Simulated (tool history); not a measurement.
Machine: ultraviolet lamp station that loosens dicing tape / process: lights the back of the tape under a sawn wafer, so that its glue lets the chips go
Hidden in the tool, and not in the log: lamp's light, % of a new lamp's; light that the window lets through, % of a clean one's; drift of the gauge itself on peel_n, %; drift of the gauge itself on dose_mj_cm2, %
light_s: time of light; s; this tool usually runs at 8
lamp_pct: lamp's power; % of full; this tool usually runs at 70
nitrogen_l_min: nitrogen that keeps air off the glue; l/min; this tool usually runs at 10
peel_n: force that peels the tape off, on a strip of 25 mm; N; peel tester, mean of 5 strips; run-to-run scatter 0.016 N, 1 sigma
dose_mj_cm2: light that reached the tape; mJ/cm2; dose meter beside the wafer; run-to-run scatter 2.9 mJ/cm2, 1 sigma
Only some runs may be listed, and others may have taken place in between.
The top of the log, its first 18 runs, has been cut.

run,day,light_s,lamp_pct,nitrogen_l_min,hours of work of the lamp,hours of work since the window was cleaned,peel_n,dose_mj_cm2
19,4.975,9,70,10,129,237,0.678,456
20,5.167,9,70,10,131,239,0.690,460
21,5.412,9,70,10,133,241,0.680,458
22,5.783,8,80,10,137,245,0.672,467
23,6.096,8,80,10,140,248,0.668,466
24,6.279,5,66,5,142,250,2.433,239
25,6.512,5,66,5,144,252,2.571,241
26,6.762,6,94,17,146,255,0.580,406
27,6.983,14,86,18,149,257,0.089,875
28,7.388,16,75,7,153,261,0.197,868
29,7.742,6,75,7,156,264,1.513,323
30,8.067,8,60,10,159,268,1.124,350
31,8.246,8,60,10,161,269,1.130,346
32,8.425,6,72,19,163,271,0.934,309
33,8.650,6,71,5,165,273,1.967,308
34,8.983,8,70,5,168,277,1.422,399
35,9.225,10,94,6,171,279,0.446,676
36,9.542,12,69,13,174,282,0.268,596
37,9.888,12,69,13,177,286,0.300,594
38,10.171,12,69,13,180,288,0.299,593
39,10.488,12,83,7,183,291,0.329,709
40,10.675,15,78,11,185,293,0.140,841
41,10.854,9,98,16,187,295,0.221,633

The next listed run, before its measurement:
42,11.258,9,98,16,191,299,?,?

Run 42 came out at peel_n 0.209 N, dose_mj_cm2 635 mJ/cm2.
Were there no unlogged condition in the tool, this run, its random variation unchanged, would have produced peel_n 0.175 N, dose_mj_cm2 680 mJ/cm2.
